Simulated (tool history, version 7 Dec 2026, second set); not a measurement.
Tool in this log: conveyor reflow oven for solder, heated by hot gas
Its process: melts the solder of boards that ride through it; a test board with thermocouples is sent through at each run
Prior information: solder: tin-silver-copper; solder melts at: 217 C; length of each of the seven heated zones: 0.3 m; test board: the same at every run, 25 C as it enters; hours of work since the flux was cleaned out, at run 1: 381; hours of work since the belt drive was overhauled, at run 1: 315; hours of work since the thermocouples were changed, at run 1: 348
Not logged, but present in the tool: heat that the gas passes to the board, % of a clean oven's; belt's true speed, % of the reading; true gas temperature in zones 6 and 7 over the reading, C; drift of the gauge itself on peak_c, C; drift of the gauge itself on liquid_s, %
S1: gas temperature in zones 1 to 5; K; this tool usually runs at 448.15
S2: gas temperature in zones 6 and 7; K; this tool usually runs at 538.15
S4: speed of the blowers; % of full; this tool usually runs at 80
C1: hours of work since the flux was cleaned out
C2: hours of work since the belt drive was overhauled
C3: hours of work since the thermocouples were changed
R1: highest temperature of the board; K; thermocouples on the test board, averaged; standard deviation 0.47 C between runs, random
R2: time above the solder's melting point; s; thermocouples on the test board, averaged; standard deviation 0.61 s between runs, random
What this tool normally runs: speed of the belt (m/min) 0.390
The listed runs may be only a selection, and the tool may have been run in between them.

Run 1, hour 0.0: usual settings; C1 381; C2 315; C3 348. Result: R1 519.15 K, R2 62.2 s.
Run 2, hour 17.4: usual settings; C1 389; C2 323; C3 356. Result: R1 519.15 K, R2 63.3 s.
Run 3, hour 35.5: usual settings; C1 398; C2 332; C3 365. Result: R1 518.25 K, R2 63.2 s.
Run 4, hour 58.6: usual settings but S1 445.15 K; C1 408; C2 342; C3 375. Result: R1 518.75 K, R2 60.0 s.
Run 5, hour 82.1: usual settings; C1 419; C2 353; C3 386. Result: R1 518.75 K, R2 62.3 s.
Run 6, hour 104.9: usual settings; C1 429; C2 363; C3 396. Result: R1 519.35 K, R2 62.8 s.
Run 7, hour 121.7: usual settings but S1 437.15 K; C1 437; C2 371; C3 404. Result: R1 516.25 K, R2 54.3 s.
Run 8, hour 138.1: usual settings but S1 442.15 K; C1 444; C2 378; C3 411. Result: R1 517.15 K, R2 58.2 s.
Run 9, hour 150.4: usual settings but S1 442.15 K; C1 450; C2 384; C3 417. Result: R1 517.35 K, R2 57.6 s.
Run 10, hour 161.7: usual settings but S1 442.15 K; C1 455; C2 389; C3 422. Result: R1 517.55 K, R2 57.4 s.
At hour 183.8: flux residue cleaned out of gas plates and filters.
Run 11, hour 183.8: usual settings but S1 442.15 K; C1 0; C2 397; C3 430. Result: R1 514.45 K, R2 53.0 s.
Run 12, hour 197.4: usual settings but S4 72 % of full; C1 6; C2 403; C3 436. Result: R1 515.25 K, R2 55.1 s.
Run 13, hour 221.0: usual settings but S4 72 % of full; C1 17; C2 414; C3 447. Result: R1 514.85 K, R2 56.2 s.
Run 14, hour 237.8: usual settings but speed of the belt (m/min) 0.360; C1 25; C2 422; C3 455. Result: R1 519.25 K, R2 66.8 s.
Run 15, hour 260.6: usual settings but speed of the belt (m/min) 0.330; C1 35; C2 432; C3 465. Result: R1 522.55 K, R2 79.4 s.
Run 16, hour 271.6: usual settings but speed of the belt (m/min) 0.330; C1 40; C2 437; C3 470. Result: R1 521.65 K, R2 77.8 s.
At hour 297.3: flux residue cleaned out of gas plates and filters, once more.
Run 17, hour 302.6: usual settings but speed of the belt (m/min) 0.330; C1 2; C2 449; C3 482. Result: R1 528.05 K, R2 86.6 s.
Run 18, hour 321.0: usual settings but S1 453.15 K; C1 11; C2 457; C3 490. Result: R1 524.75 K, R2 72.1 s.
Run 19, hour 344.8: usual settings but speed of the belt (m/min) 0.350, S4 67 % of full; C1 22; C2 468; C3 501. Result: R1 525.45 K, R2 79.0 s.
Run 20, hour 358.2: usual settings but S1 435.15 K, S2 545.15 K, speed of the belt (m/min) 0.438, S4 86 % of full; C1 28; C2 474; C3 507. Result: R1 523.65 K, R2 55.8 s.
Run 21, hour 382.6: usual settings but S1 435.15 K, S2 550.15 K, speed of the belt (m/min) 0.438, S4 86 % of full; C1 39; C2 485; C3 518. Result: R1 527.65 K, R2 58.7 s.
Run 22, hour 399.3: usual settings but S1 457.15 K, S2 548.15 K; C1 47; C2 493; C3 526. Result: R1 534.05 K, R2 81.0 s.
Run 23, hour 412.4: usual settings but S1 442.15 K, S2 553.15 K; C1 52; C2 499; C3 532. Result: R1 535.75 K, R2 75.6 s.
Run 24, hour 424.3: usual settings but S1 442.15 K, S2 546.15 K, S4 73 % of full; C1 58; C2 504; C3 537. Result: R1 527.35 K, R2 68.7 s.
Run 25, hour 445.0: usual settings but S1 447.15 K, S2 546.15 K, S4 72 % of full; C1 67; C2 514; C3 547. Result: R1 528.85 K, R2 71.1 s.
Run 26, hour 456.5: usual settings but S1 436.15 K, S2 546.15 K, speed of the belt (m/min) 0.417, S4 72 % of full; C1 73; C2 519; C3 552. Result: R1 523.65 K, R2 58.0 s.
Run 27, hour 470.4: usual settings but S1 436.15 K, speed of the belt (m/min) 0.343, S4 65 % of full; C1 79; C2 525; C3 558. Result: R1 522.75 K, R2 72.3 s.
Run 28, hour 485.5: usual settings but S2 552.15 K, speed of the belt (m/min) 0.448, S4 52 % of full; C1 86; C2 532; C3 565. Result: R1 523.75 K, R2 55.3 s.
Run 29, hour 502.1: usual settings but S2 552.15 K, speed of the belt (m/min) 0.448, S4 56 % of full; C1 93; C2 540; C3 573. Result: R1 523.75 K, R2 57.4 s.
Run 30, hour 513.4: usual settings but S2 531.15 K, speed of the belt (m/min) 0.321, S4 59 % of full; C1 99; C2 545; C3 578. Result: R1 519.65 K, R2 80.6 s.
Run 31, hour 528.3: usual settings but S2 542.15 K, S4 72 % of full; C1 105; C2 552; C3 585. Result: R1 525.05 K, R2 70.5 s.

Hidden state or all else? Some run-to-run changes of R1, split into what the settings, what came in and random variation would give without the hidden state, and what is left for the hidden state (with any gauge scatter that isn't in both results):
Run 10 -> 11: flux residue cleaned out of gas plates and filters. R1 -3.10 K: hidden state -2.60, all else -0.50.
Run 14 -> 15: speed of the belt (m/min) 0.360 -> 0.330. R1 +3.30 K: hidden state +0.70, all else +2.60.
Run 16 -> 17: flux residue cleaned out of gas plates and filters, once more. R1 +6.40 K: hidden state +6.60, all else -0.20.
Run 21 -> 22: S1 435.15 -> 457.15, S2 550.15 -> 548.15, speed of the belt (m/min) 0.438 -> 0.390, S4 86 -> 80. R1 +6.40 K: hidden state +0.10, all else +6.30.
Run 23 -> 24: S2 553.15 -> 546.15, S4 80 -> 73. R1 -8.40 K: hidden state +0.00, all else -8.40.
